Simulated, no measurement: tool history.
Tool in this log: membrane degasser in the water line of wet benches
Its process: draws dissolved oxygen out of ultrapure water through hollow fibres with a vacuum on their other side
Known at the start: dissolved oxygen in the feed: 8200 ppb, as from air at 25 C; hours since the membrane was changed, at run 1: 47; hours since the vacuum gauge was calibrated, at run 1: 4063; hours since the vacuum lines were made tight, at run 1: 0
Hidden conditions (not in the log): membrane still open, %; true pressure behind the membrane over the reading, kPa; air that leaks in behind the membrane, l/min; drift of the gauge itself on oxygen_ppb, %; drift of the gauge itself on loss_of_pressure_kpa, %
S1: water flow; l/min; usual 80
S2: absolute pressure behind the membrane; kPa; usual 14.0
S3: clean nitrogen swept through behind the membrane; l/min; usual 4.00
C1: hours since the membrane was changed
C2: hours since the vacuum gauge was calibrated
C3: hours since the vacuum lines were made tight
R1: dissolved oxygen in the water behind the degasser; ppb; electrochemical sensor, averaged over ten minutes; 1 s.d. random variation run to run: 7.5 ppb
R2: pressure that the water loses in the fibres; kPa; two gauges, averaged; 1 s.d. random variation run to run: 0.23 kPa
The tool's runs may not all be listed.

run	day	S1	S2	S3	C1	C2	C3	R1	R2
1	0.000	80	14.0	4.00	47	4063	0	762.4	59.13
2	3.504	80	14.0	4.16	131	4147	84	752.3	58.99
3	6.762	80	14.0	4.00	209	4225	162	752.8	59.03
4	12.000	80	14.0	4.00	335	4351	288	764.4	59.14
5	15.621	80	14.0	4.00	422	4438	375	773.8	59.11
6	20.408	80	14.0	4.00	537	4552	490	769.4	58.91
7	23.479	80	14.0	4.00	610	4626	564	772.7	59.40
8	29.462	80	14.0	4.00	754	4770	707	770.1	59.47
9	34.988	80	14.0	3.70	887	4902	840	806.1	59.59
10	41.146	80	14.0	3.70	1034	5050	987	803.0	59.52
11	44.925	80	14.0	3.70	1125	5141	1078	798.3	59.42
12	47.779	80	14.0	4.52	1194	5209	1147	729.5	59.90
13	52.271	80	14.0	4.52	1301	5317	1254	738.9	59.84
14	56.971	59	14.0	4.52	1414	5430	1367	445.0	44.09
15	60.283	80	14.0	8.49	1494	5509	1447	566.8	59.77
16	66.300	80	14.0	4.00	1638	5654	1591	780.5	59.97
# day 66.925: vacuum gauge calibrated
17	72.396	80	14.0	4.00	1784	131	1737	808.3	60.59
18	78.421	80	14.0	4.00	1929	276	1882	803.1	60.39
19	84.950	81	30.1	4.00	2085	433	2038	1378.7	61.02
20	87.900	50	20.6	4.00	2156	503	2109	561.3	38.01
21	91.692	71	9.8	6.74	2247	594	2200	421.4	54.09
22	94.525	71	9.8	6.74	2315	662	2268	413.7	53.73
23	97.917	80	21.0	2.74	2396	744	2349	1295.7	60.30
24	101.858	80	21.0	2.74	2491	838	2444	1314.0	60.32
# day 103.629: vacuum gauge calibrated, once more
25	105.862	80	14.1	2.56	2587	54	2540	983.2	61.20
26	109.800	96	28.9	7.21	2681	148	2634	1205.6	73.08
27	113.267	105	34.9	1.92	2764	231	2717	2857.9	80.27
28	116.271	105	34.9	1.92	2837	303	2790	2796.6	80.35
29	120.600	63	34.9	1.92	2940	407	2893	1912.1	47.92
30	124.633	52	15.5	6.16	3037	504	2990	322.9	39.62
31	131.104	109	21.6	4.77	3193	659	3146	1488.2	83.52
32	137.604	101	26.4	10.91	3349	815	3302	1058.7	77.75

Same runs, no hidden state in the tool, same run-to-run variation:
run	R1	R2
1	748.7	59.10
2	737.7	58.90
3	736.8	58.88
4	746.2	58.90
5	754.2	58.80
6	748.1	58.53
7	750.2	58.97
8	745.6	58.93
9	778.4	58.95
10	773.4	58.79
11	767.5	58.62
12	700.0	59.05
13	707.5	58.91
14	423.2	43.35
15	538.9	58.71
16	742.7	58.80
17	757.8	59.31
18	750.9	59.01
19	1330.1	59.52
20	532.1	37.05
21	380.6	52.66
22	372.8	52.26
23	1232.5	58.58
24	1248.4	58.54
25	956.1	59.33
26	1165.3	70.76
27	2828.5	77.66
28	2766.7	77.67
29	1895.8	46.26
30	309.6	38.20
31	1430.3	80.38
32	1000.0	74.68
